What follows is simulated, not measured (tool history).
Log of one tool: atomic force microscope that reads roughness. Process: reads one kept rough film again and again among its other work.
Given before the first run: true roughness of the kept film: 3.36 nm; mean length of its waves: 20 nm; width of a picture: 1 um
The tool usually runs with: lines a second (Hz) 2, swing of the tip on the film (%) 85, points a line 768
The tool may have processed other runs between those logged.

run	day	lines a second (Hz)	swing of the tip on the film (%)	points a line	roughness of the kept film (nm (root mean square))
1	0	2	85	768	2.213
2	2.171	2	85	768	2.225
3	3.633	2	85	768	2.201
# day 5.554: new tip fitted
4	6.579	2	85	768	2.204
5	8.621	2	85	768	2.215
6	11.538	2	85	768	2.207
# day 12.117: new tip fitted
7	13.796	3.02	85	768	2.093
8	15.371	3.02	85	768	2.086
9	16.829	1.09	85	768	2.337
# day 18.704: new tip fitted
10	19.65	2	85	768	2.201
11	21.429	2	85	768	2.208
12	23.45	2	83	768	2.242
# day 25.167: new tip fitted
13	26.083	2	83	768	2.228
14	28.488	2	83	768	2.234
15	30.942	2	83	768	2.237
# day 31.658: new tip fitted
16	32.654	2	83	768	2.224
17	35.729	2	83	768	2.226
# day 38.246: new tip fitted
18	38.908	2	80	768	2.266
19	40.562	2	85	793	2.212
20	41.908	2	85	793	2.222
21	44.238	2	85	793	2.192
# day 44.921: new tip fitted
22	47.35	1.13	88	793	2.312
23	50.529	1.13	88	793	2.289
# day 51.533: new tip fitted
24	52.917	0.92	90	675	2.319
25	55.488	0.92	90	675	2.338
26	57.117	0.51	84	516	2.4
# day 58.158: new tip fitted
27	59.408	0.51	84	516	2.412
28	62.504	0.51	84	516	2.419
# day 64.712: new tip fitted
29	65.646	2.3	66	326	2.33
30	68.225	2.3	80	326	2.189
31	70.225	0.52	70	385	2.429
# day 71.317: new tip fitted
32	72.812	0.65	79	385	2.397
33	75.254	2	55	768	2.451
34	77.588	3.07	75	377	2.198
# day 77.829: new tip fitted
35	79.221	3.07	75	377	2.189
36	82.196	3.07	75	377	2.205
# day 84.425: new tip fitted
37	84.888	3.07	75	1021	2.238
38	86.429	2	62	905	2.417
39	88.45	2	62	905	2.431
# day 91.15: new tip fitted
40	91.292	0.63	71	768	2.443

Here are 4 independent what-if runs from the current tool condition. What would each one return?
A	93.483	0.71	68	399	?
B	93.483	0.63	56	502	?
C	93.483	2	70	768	?
D	93.483	1.43	57	465	?

run	roughness of the kept film (nm (root mean square))
A	2.439
B	2.474
C	2.371
D	2.429
Take away the tool's hidden state, keep each run's random variation, and the runs would have read:
run	roughness of the kept film (nm (root mean square))
A	2.441
B	2.477
C	2.373
D	2.431
